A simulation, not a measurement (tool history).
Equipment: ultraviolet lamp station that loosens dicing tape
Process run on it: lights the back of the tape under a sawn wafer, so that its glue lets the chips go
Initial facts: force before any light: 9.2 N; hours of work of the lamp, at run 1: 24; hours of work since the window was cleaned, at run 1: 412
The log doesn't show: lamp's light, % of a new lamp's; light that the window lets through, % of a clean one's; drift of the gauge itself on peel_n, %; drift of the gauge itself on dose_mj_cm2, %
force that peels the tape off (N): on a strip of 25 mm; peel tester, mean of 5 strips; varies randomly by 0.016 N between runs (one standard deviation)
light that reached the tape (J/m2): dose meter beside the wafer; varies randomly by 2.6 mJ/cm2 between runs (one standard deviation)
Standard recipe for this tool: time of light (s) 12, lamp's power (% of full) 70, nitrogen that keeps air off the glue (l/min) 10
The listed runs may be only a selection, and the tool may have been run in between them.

run     day  time of light (s)  lamp's power (% of full)  nitrogen that keeps air off the glue (l/min)  hours of work of the lamp  hours of work since the window was cleaned  force that peels the tape off (N)  light that reached the tape (J/m2)
  1   0.000                 12                        70                                            10                         24                                         412                              0.761                                3230
  2   0.508                 12                        70                                            11                         30                                         417                              0.725                                3160
  3   1.158                 12                        70                                            11                         38                                         425                              0.707                                3200
  4   1.604                 12                        70                                            11                         43                                         430                              0.730                                3120
  5   2.088                 12                        70                                            11                         49                                         436                              0.741                                3170
  6   2.754                 12                        82                                            10                         56                                         444                              0.507                                3730
  7   3.321                 12                        69                                            10                         63                                         450                              0.770                                3180
  8   3.996                 12                        69                                            10                         71                                         458                              0.782                                3130
  9   4.471                 12                        69                                            10                         76                                         463                              0.792                                3130
 10   4.992                 15                        70                                            10                         82                                         470                              0.457                                4010
 11   5.417                 12                        70                                            10                         87                                         474                              0.759                                3180
 12   5.817                 12                        94                                            10                         92                                         479                              0.371                                4270
 13   6.379                 12                        70                                            10                         98                                         486                              0.742                                3170
 14   6.750                 10                        69                                             5                        103                                         490                              1.690                                2580
 15   7.304                  6                        66                                             4                        109                                         496                              3.634                                1530
 16   7.921                  6                        66                                             4                        116                                         503                              3.570                                1490
 17   8.462                 21                        71                                            12                        123                                         510                              0.173                                5610
 18   8.775                 23                        70                                             6                        126                                         513                              0.212                                6090
 19   9.196                 23                        70                                             6                        131                                         518                              0.217                                6170
 20   9.550                 18                        70                                            10                        135                                         522                              0.283                                4720
 21  10.042                  9                        74                                             8                        141                                         528                              1.389                                2520
     10.112  -- window cleaned of glue's vapour
 22  10.458                  7                        61                                            10                        145                                           4                              2.575                                1630
 23  11.062                 22                        61                                            10                        152                                          11                              0.217                                5120
 24  11.708                 22                        61                                            10                        160                                          19                              0.235                                5080
 25  12.362                 22                        61                                            10                        168                                          26                              0.233                                5120

Run 26 comes next. What will it give?
 26  12.992                 21                        61                                            10                        175                                          33                                  ?                                   ?

force that peels the tape off (N): 0.243
light that reached the tape (J/m2): 4930
Were there no unlogged condition in the tool, this run, its random variation unchanged, would have produced force that peels the tape off (N) 0.242, light that reached the tape (J/m2) 4940.
